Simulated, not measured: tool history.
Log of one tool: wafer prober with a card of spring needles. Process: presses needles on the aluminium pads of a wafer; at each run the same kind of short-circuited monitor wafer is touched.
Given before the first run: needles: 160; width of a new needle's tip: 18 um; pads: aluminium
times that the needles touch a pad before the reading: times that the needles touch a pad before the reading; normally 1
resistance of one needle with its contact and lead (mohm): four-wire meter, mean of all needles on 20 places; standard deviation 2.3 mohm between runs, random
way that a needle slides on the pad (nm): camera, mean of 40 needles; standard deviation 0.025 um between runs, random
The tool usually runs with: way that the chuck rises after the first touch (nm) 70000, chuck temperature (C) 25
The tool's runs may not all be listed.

| run | hour | way that the chuck rises after the first touch (nm) | chuck temperature (C) | times that the needles touch a pad before the reading | resistance of one needle with its contact and lead (mohm) | way that a needle slides on the pad (nm) |
|---|---|---|---|---|---|---|
| 1 | 0 | 70000 | 25 | 1 | 326 | 15700 |
|  | 1.9 | tips cleaned on abrasive film |
|  | 10.5 | tips cleaned on abrasive film |
| 2 | 15.6 | 70000 | 25 | 1 | 321 | 15660 |
|  | 19.2 | tips cleaned on abrasive film |
|  | 27.6 | tips cleaned on abrasive film |
|  | 34.7 | tips cleaned on abrasive film |
|  | 43.6 | tips cleaned on abrasive film |
| 3 | 43.9 | 70000 | 25 | 1 | 275 | 15660 |
|  | 52.3 | tips cleaned on abrasive film |
|  | 60.5 | tips cleaned on abrasive film |
|  | 69 | tips cleaned on abrasive film |
| 4 | 69 | 70000 | 25 | 1 | 273 | 15560 |
|  | 74.3 | height of the first contact set anew |
|  | 77.9 | tips cleaned on abrasive film |
|  | 86.8 | tips cleaned on abrasive film |
|  | 95.7 | tips cleaned on abrasive film |
| 5 | 97.1 | 70000 | 25 | 2 | 274 | 15940 |
|  | 104.2 | tips cleaned on abrasive film |
|  | 112.6 | tips cleaned on abrasive film |
| 6 | 113.3 | 60000 | 25 | 2 | 285 | 13600 |
|  | 120.3 | tips cleaned on abrasive film |
|  | 128.9 | tips cleaned on abrasive film |
|  | 136.1 | tips cleaned on abrasive film |
| 7 | 141.8 | 50000 | 74 | 3 | 319 | 11250 |
|  | 143.7 | tips cleaned on abrasive film |
|  | 152.2 | tips cleaned on abrasive film |
|  | 160.8 | tips cleaned on abrasive film |
| 8 | 164 | 86000 | 25 | 1 | 288 | 19440 |
|  | 169.4 | tips cleaned on abrasive film |
|  | 178.3 | tips cleaned on abrasive film |
|  | 187 | tips cleaned on abrasive film |
| 9 | 190.7 | 86000 | 88 | 1 | 308 | 19420 |
|  | 195.6 | tips cleaned on abrasive film |
|  | 204.3 | tips cleaned on abrasive film |
| 10 | 204.9 | 86000 | 88 | 1 | 289 | 19360 |
|  | 211.7 | tips cleaned on abrasive film |
|  | 220.5 | tips cleaned on abrasive film |
| 11 | 220.6 | 70000 | 25 | 2 | 269 | 15680 |
|  | 229.1 | tips cleaned on abrasive film |
|  | 236.3 | tips cleaned on abrasive film |
| 12 | 241.4 | 70000 | 43 | 1 | 328 | 15660 |

For some of the steps in resistance of one needle with its contact and lead (mohm) from one run to the next: how much would appear even if the tool had no hidden state, given the settings, what came in and random variation, and how much remains for the hidden state plus any gauge scatter that the measured result and the result without hidden state don't share?
Hidden state present: debris on the tips, nm; way that the needles fall short of the set height, um; tips' diameter, um; drift of the gauge itself on contact_mohm, %; drift of the gauge itself on scrub_um, %.
Run 11 -> 12: chuck temperature (C) 25 -> 43, times that the needles touch a pad before the reading 2 -> 1, tips cleaned on abrasive film, tips cleaned on abrasive film. resistance of one needle with its contact and lead (mohm) +59: hidden state +51, all else +8.

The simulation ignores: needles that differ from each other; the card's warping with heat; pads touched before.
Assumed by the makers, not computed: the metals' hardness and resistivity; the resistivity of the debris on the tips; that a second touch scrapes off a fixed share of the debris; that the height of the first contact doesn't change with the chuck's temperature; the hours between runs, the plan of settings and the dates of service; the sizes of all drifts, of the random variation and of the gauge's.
